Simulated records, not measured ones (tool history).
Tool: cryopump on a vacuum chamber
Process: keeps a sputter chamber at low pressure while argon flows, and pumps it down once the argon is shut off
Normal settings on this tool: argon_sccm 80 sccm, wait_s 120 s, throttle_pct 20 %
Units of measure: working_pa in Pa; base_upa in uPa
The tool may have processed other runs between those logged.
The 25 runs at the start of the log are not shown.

{"run": 26, "hour": 378.5, "argon_sccm": 142, "wait_s": 120, "throttle_pct": 20, "working_pa": 0.9918, "base_upa": 1.96}
{"run": 27, "hour": 396.6, "argon_sccm": 80, "wait_s": 53, "throttle_pct": 20, "working_pa": 0.5603, "base_upa": 3.2}
{"run": 28, "hour": 416.9, "argon_sccm": 80, "wait_s": 53, "throttle_pct": 20, "working_pa": 0.559, "base_upa": 3.1}
{"run": 29, "hour": 436.8, "argon_sccm": 130, "wait_s": 177, "throttle_pct": 24, "working_pa": 0.7718, "base_upa": 1.7}
{"run": 30, "hour": 448.7, "argon_sccm": 130, "wait_s": 177, "throttle_pct": 24, "working_pa": 0.7715, "base_upa": 1.73}
{"run": 31, "hour": 461.6, "argon_sccm": 130, "wait_s": 57, "throttle_pct": 37, "working_pa": 0.525, "base_upa": 3.08}
{"run": 32, "hour": 474.4, "argon_sccm": 80, "wait_s": 69, "throttle_pct": 31, "working_pa": 0.3806, "base_upa": 2.7}
{"run": 33, "hour": 490.0, "argon_sccm": 80, "wait_s": 69, "throttle_pct": 31, "working_pa": 0.3819, "base_upa": 2.83}
{"run": 34, "hour": 506.0, "argon_sccm": 80, "wait_s": 69, "throttle_pct": 31, "working_pa": 0.3792, "base_upa": 2.79}

Each row is a separate what-if for the run after 34, all from the same tool condition, not one after another. Results?
{"run": "A", "hour": 525.7, "argon_sccm": 126, "wait_s": 120, "throttle_pct": 38, "working_pa": "?", "base_upa": "?"}
{"run": "B", "hour": 525.7, "argon_sccm": 41, "wait_s": 269, "throttle_pct": 20, "working_pa": "?", "base_upa": "?"}
{"run": "C", "hour": 525.7, "argon_sccm": 119, "wait_s": 120, "throttle_pct": 20, "working_pa": "?", "base_upa": "?"}
{"run": "D", "hour": 525.7, "argon_sccm": 80, "wait_s": 32, "throttle_pct": 31, "working_pa": "?", "base_upa": "?"}

run=A working_pa=0.5115 base_upa=2.16
run=B working_pa=0.2923 base_upa=1.56
run=C working_pa=0.8525 base_upa=2.07
run=D working_pa=0.3842 base_upa=4.77
Stripped of hidden state, with their random variation kept, the same runs would have yielded:
run=A working_pa=0.4371 base_upa=1.23
run=B working_pa=0.2683 base_upa=0.65
run=C working_pa=0.7824 base_upa=1.18
run=D working_pa=0.3373 base_upa=3.86
